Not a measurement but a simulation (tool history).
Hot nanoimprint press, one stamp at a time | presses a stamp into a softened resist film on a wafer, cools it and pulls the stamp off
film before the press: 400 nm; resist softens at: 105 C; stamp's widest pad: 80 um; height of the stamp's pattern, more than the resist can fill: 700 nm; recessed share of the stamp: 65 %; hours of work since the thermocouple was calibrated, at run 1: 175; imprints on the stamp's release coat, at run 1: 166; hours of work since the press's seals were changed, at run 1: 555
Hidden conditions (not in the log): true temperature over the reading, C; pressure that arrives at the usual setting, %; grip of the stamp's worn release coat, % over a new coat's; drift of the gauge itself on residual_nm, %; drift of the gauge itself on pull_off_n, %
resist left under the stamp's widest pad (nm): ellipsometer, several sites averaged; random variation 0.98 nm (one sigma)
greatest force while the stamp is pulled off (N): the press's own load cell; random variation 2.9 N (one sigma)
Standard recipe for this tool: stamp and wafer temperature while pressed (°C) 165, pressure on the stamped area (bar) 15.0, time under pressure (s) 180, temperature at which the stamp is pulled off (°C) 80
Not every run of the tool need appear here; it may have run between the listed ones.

| run | day | stamp and wafer temperature while pressed (°C) | pressure on the stamped area (bar) | time under pressure (s) | temperature at which the stamp is pulled off (°C) | hours of work since the thermocouple was calibrated | imprints on the stamp's release coat | hours of work since the press's seals were changed | resist left under the stamp's widest pad (nm) | greatest force while the stamp is pulled off (N) |
|---|---|---|---|---|---|---|---|---|---|---|
| 1 | 0.000 | 165 | 15.0 | 180 | 80 | 175 | 166 | 555 | 145.9 | 149 |
| 2 | 1.042 | 165 | 15.0 | 180 | 80 | 195 | 303 | 574 | 146.4 | 147 |
| 3 | 2.312 | 165 | 15.0 | 180 | 80 | 218 | 469 | 598 | 145.9 | 156 |
|  | 3.096 | stamp cleaned and given a new release coat |
| 4 | 3.767 | 165 | 15.0 | 180 | 80 | 241 | 88 | 620 | 147.1 | 145 |
| 5 | 5.225 | 165 | 19.6 | 180 | 80 | 268 | 279 | 647 | 126.2 | 149 |
| 6 | 6.633 | 165 | 15.0 | 180 | 80 | 294 | 463 | 673 | 150.2 | 150 |
|  | 7.500 | stamp cleaned and given a new release coat |
| 7 | 8.250 | 165 | 15.0 | 180 | 72 | 319 | 98 | 699 | 148.7 | 173 |
| 8 | 9.296 | 165 | 15.0 | 180 | 72 | 339 | 234 | 718 | 150.5 | 175 |
|  | 10.779 | plate thermocouple calibrated |
| 9 | 10.871 | 165 | 15.0 | 180 | 72 | 2 | 424 | 745 | 144.4 | 182 |
|  | 12.038 | stamp cleaned and given a new release coat |
| 10 | 12.317 | 156 | 15.0 | 180 | 80 | 24 | 36 | 767 | 193.5 | 145 |
| 11 | 13.058 | 156 | 15.0 | 180 | 80 | 38 | 133 | 781 | 193.7 | 137 |
| 12 | 14.433 | 165 | 22.3 | 345 | 71 | 63 | 313 | 806 | 91.8 | 178 |
| 13 | 15.825 | 176 | 18.8 | 180 | 80 | 89 | 494 | 832 | 93.9 | 154 |
|  | 16.392 | stamp cleaned and given a new release coat |
| 14 | 17.271 | 157 | 10.6 | 168 | 83 | 111 | 115 | 854 | 230.4 | 133 |
| 15 | 18.300 | 157 | 14.6 | 168 | 83 | 130 | 249 | 874 | 194.3 | 138 |
| 16 | 19.229 | 171 | 14.6 | 101 | 72 | 148 | 371 | 891 | 155.2 | 180 |
|  | 20.762 | stamp cleaned and given a new release coat |
| 17 | 20.767 | 171 | 14.6 | 101 | 72 | 171 | 0 | 915 | 154.8 | 162 |
| 18 | 22.071 | 171 | 14.6 | 101 | 72 | 196 | 170 | 939 | 154.4 | 177 |
| 19 | 22.904 | 171 | 14.6 | 101 | 72 | 211 | 280 | 954 | 153.0 | 175 |
| 20 | 23.533 | 165 | 17.5 | 264 | 66 | 223 | 362 | 966 | 120.3 | 198 |

Hidden condition of the tool, last listed run before each entry between runs versus first listed run after:
After run 3, before run 4: stamp cleaned and given a new release coat (day 3.096)
  true temperature over the reading, C: -0.78 -> -0.87; pressure that arrives at the usual setting, %: 96.03 -> 95.9; grip of the stamp's worn release coat, % over a new coat's: 11.3 -> 2.1
  measured less the result without the state, resist left under the stamp's widest pad (nm): +6.9 -> +7.4; greatest force while the stamp is pulled off (N): +18 -> +6
After run 6, before run 7: stamp cleaned and given a new release coat (day 7.500)
  true temperature over the reading, C: -1.06 -> -1.15; pressure that arrives at the usual setting, %: 95.54 -> 95.38; grip of the stamp's worn release coat, % over a new coat's: 11.2 -> 2.3
  measured less the result without the state, resist left under the stamp's widest pad (nm): +8.8 -> +9.3; greatest force while the stamp is pulled off (N): +19 -> +8
After run 8, before run 9: plate thermocouple calibrated (day 10.779)
  true temperature over the reading, C: -1.22 -> 0; pressure that arrives at the usual setting, %: 95.26 -> 95.08; grip of the stamp's worn release coat, % over a new coat's: 5.6 -> 10.2
  measured less the result without the state, resist left under the stamp's widest pad (nm): +9.8 -> +4.4; greatest force while the stamp is pulled off (N): +14 -> +17
After run 9, before run 10: stamp cleaned and given a new release coat (day 12.038)
  true temperature over the reading, C: 0 -> -0.09; pressure that arrives at the usual setting, %: 95.08 -> 94.94; grip of the stamp's worn release coat, % over a new coat's: 10.2 -> 0.8
  measured less the result without the state, resist left under the stamp's widest pad (nm): +4.4 -> +6.0; greatest force while the stamp is pulled off (N): +17 -> +1
After run 13, before run 14: stamp cleaned and given a new release coat (day 16.392)
  true temperature over the reading, C: -0.32 -> -0.4; pressure that arrives at the usual setting, %: 94.51 -> 94.37; grip of the stamp's worn release coat, % over a new coat's: 11.9 -> 2.7
  measured less the result without the state, resist left under the stamp's widest pad (nm): +4.9 -> +7.3; greatest force while the stamp is pulled off (N): +17 -> +5
After run 16, before run 17: stamp cleaned and given a new release coat (day 20.762)
  true temperature over the reading, C: -0.53 -> -0.61; pressure that arrives at the usual setting, %: 94.14 -> 93.98; grip of the stamp's worn release coat, % over a new coat's: 8.9 -> 0
  measured less the result without the state, resist left under the stamp's widest pad (nm): +7.5 -> +7.9; greatest force while the stamp is pulled off (N): +16 -> +2
